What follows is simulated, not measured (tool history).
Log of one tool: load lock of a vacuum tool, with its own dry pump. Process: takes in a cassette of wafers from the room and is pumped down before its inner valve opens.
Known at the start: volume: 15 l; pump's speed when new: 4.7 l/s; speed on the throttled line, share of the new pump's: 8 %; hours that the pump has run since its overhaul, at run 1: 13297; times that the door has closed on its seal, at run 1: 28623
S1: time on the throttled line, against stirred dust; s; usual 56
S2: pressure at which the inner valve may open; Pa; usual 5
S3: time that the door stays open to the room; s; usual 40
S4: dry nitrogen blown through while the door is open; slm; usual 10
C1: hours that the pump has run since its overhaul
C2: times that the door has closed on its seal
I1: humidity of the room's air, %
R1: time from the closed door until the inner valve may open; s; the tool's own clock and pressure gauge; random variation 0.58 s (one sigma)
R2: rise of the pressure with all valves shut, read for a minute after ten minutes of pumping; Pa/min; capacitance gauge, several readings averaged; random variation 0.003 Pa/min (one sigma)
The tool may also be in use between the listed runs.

run     hour  S1  S2   S3  S4     C1     C2    I1     R1     R2
  1      0.0  56   5   40  10  13297  28623  44.0   93.9  0.164
       180.7  -- dry pump taken out, an overhauled one fitted
  2    486.1  56   5   40  10    305  30459  42.9   84.5  0.180
  3    790.0  56   5   40  10    609  31622  45.8   84.3  0.186
  4   1048.0  56   5   40  10    867  32609  43.9   82.6  0.195
  5   1489.0  56   5   40  10   1308  34295  43.6   83.3  0.212
  6   1982.7  56   5   40  10   1802  36184  48.0   84.0  0.225
  7   2401.4  56   5   40  10   2221  37785  45.4   83.9  0.239
  8   2786.4  56   5   40  10   2606  39258  43.7   84.6  0.246
  9   3257.2  56   5   40  10   3076  41058  47.6   86.7  0.266
 10   3688.1  56   5   40  10   3507  42707  44.7   85.5  0.284
 11   4105.3  56   5   40  37   3925  44303  44.5   86.0  0.284
 12   4583.9  35   5   40  37   4403  46133  45.6   66.1  0.311
 13   5031.2  35   5   40  37   4850  47844  45.6   67.9  0.319
 14   5499.5  35   5   40  37   5319  49635  45.1   67.6  0.339
 15   5764.8  35   5   40  37   5584  50650  50.0   68.6  0.347
 16   6188.6  35   5   40  37   6008  52271  44.1   68.7  0.361
 17   6601.4  60   5   40  10   6421  53850  46.1   90.8  0.390
 18   7113.4  56   5  159  10   6933  55808  48.8   88.5  0.424
 19   7505.0  56   5  159  10   7324  57306  46.5   88.8  0.445
 20   7730.0  42   8   58   8   7549  58167  44.9   73.6  0.448
 21   7990.9  56   5   40  27   7810  59165  46.7   89.1  0.457
 22   8332.9  56   5   57  20   8152  60473  45.5   90.1  0.473
 23   8659.3  37   5   94  10   8479  61722  42.6   71.7  0.489
 24   9172.4  37   5   94  10   8992  63684  49.8   72.3  0.524
 25   9409.9  56   5  227  10   9229  64593  44.1   89.3  0.539
 26   9688.6  56   5  227  10   9508  65659  45.3   90.3  0.549
 27  10190.6  92   7   54  10  10010  67579  43.3  122.5  0.558
 28  10480.4  43   5   40  10  10300  68687  46.2   78.6  0.566
 29  11008.4  61   5  131  10  10828  70707  43.1   94.3  0.607
 30  11519.4  61   5  131  10  11339  72661  42.2   97.5  0.631
     11761.5  -- door's seal changed, seat wiped
 31  11989.0  75  10  106   4  11807    870  45.8  106.4  0.053
 32  12496.4  75  10  106   4  12314   2811  44.6  105.2  0.056
 33  13027.7  75  10  106   4  12845   4843  49.1  107.2  0.061
 34  13354.5  75   5   40  10  13172   6093  45.0  110.8  0.044
     13654.5  -- dry pump taken out, an overhauled one fitted
 35  13654.5  68   6   71  10      0   7218  45.5   94.2  0.052
 36  13910.3  36   6  143  10    256   8196  43.2   64.1  0.050

Measured less the same run without the tool's hidden state. The same run-to-run variation is in both; the gauge's scatter may not be:
The hidden state here: pump's speed, % of a new pump's; leak at the door's seal, Pa l/s; drift of the gauge itself on ready_s, %; drift of the gauge itself on rise_pa_min, %.
run     R1      R2
  1  +10.2  +0.144
  2   +0.3  +0.154
  3   +0.4  +0.164
  4   +0.6  +0.171
  5   +0.8  +0.186
  6   +1.2  +0.195
  7   +1.4  +0.212
  8   +1.6  +0.220
  9   +2.0  +0.239
 10   +2.1  +0.256
 11   +2.5  +0.268
 12   +3.0  +0.296
 13   +3.3  +0.307
 14   +3.7  +0.321
 15   +3.9  +0.330
 16   +4.1  +0.345
 17   +4.1  +0.367
 18   +4.6  +0.388
 19   +4.9  +0.406
 20   +4.8  +0.421
 21   +5.2  +0.436
 22   +5.5  +0.451
 23   +6.1  +0.458
 24   +6.5  +0.485
 25   +6.2  +0.503
 26   +6.5  +0.504
 27   +6.1  +0.531
 28   +7.5  +0.546
 29   +7.6  +0.573
 30   +8.2  +0.600
 31   +7.4  +0.004
 32   +7.8  +0.010
 33   +8.3  +0.015
 34   +9.4  +0.018
 35   -0.1  +0.023
 36   +0.1  +0.026

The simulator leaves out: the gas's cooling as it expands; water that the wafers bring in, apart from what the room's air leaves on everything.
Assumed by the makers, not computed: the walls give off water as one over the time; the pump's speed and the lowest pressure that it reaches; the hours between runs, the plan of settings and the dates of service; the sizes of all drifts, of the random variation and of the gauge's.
